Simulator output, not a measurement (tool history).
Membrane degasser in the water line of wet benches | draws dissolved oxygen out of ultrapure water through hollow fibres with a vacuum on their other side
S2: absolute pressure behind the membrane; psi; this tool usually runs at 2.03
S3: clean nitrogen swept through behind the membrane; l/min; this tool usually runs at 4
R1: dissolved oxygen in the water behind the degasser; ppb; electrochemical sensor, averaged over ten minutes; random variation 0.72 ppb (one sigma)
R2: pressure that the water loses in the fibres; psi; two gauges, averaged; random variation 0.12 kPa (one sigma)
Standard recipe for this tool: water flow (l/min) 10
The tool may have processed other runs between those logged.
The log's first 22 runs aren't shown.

{"run": 23, "hour": 1905.2, "water flow (l/min)": 12, "S2": 2.03, "S3": 1.75, "R1": 217.7, "R2": 5.11}
{"run": 24, "hour": 2014.9, "water flow (l/min)": 12, "S2": 2.03, "S3": 1.75, "R1": 215.6, "R2": 5.185}
{"run": 25, "hour": 2081.3, "water flow (l/min)": 9, "S2": 1.28, "S3": 4.95, "R1": 46.1, "R2": 3.884}
{"run": 26, "hour": 2181.5, "water flow (l/min)": 9, "S2": 1.28, "S3": 3.74, "R1": 54.1, "R2": 3.861}
{"run": 27, "hour": 2262.7, "water flow (l/min)": 11, "S2": 4.74, "S3": 3.21, "R1": 272.4, "R2": 4.747}
{"run": 28, "hour": 2335.3, "water flow (l/min)": 11, "S2": 4.74, "S3": 3.21, "R1": 274.6, "R2": 4.75}
{"run": 29, "hour": 2436.1, "water flow (l/min)": 8, "S2": 1.48, "S3": 6.2, "R1": 38.2, "R2": 3.456}
{"run": 30, "hour": 2485.8, "water flow (l/min)": 10, "S2": 4.92, "S3": 2.43, "R1": 328.5, "R2": 4.345}
{"run": 31, "hour": 2599.1, "water flow (l/min)": 10, "S2": 4.92, "S3": 2.43, "R1": 329, "R2": 4.335}
{"run": 32, "hour": 2705.1, "water flow (l/min)": 7, "S2": 1.97, "S3": 2.19, "R1": 98.6, "R2": 3.044}

4 ways to go on from here, each from the tool as it stands after run 32. What would each give?
{"run": "A", "hour": 2790.6, "water flow (l/min)": 14, "S2": 2.77, "S3": 2.46, "R1": "?", "R2": "?"}
{"run": "B", "hour": 2790.6, "water flow (l/min)": 7, "S2": 2.89, "S3": 2.19, "R1": "?", "R2": "?"}
{"run": "C", "hour": 2790.6, "water flow (l/min)": 7, "S2": 1.97, "S3": 4.3, "R1": "?", "R2": "?"}
{"run": "D", "hour": 2790.6, "water flow (l/min)": 15, "S2": 1.65, "S3": 11.28, "R1": "?", "R2": "?"}

run=A R1=266.1 R2=6.077
run=B R1=148.9 R2=3.05
run=C R1=56.1 R2=3.06
run=D R1=82.1 R2=6.492
With the hidden condition removed and each run's random variation left untouched, the same runs would have given:
run=A R1=249.1 R2=5.831
run=B R1=139.4 R2=2.927
run=C R1=50.6 R2=2.937
run=D R1=70.2 R2=6.228
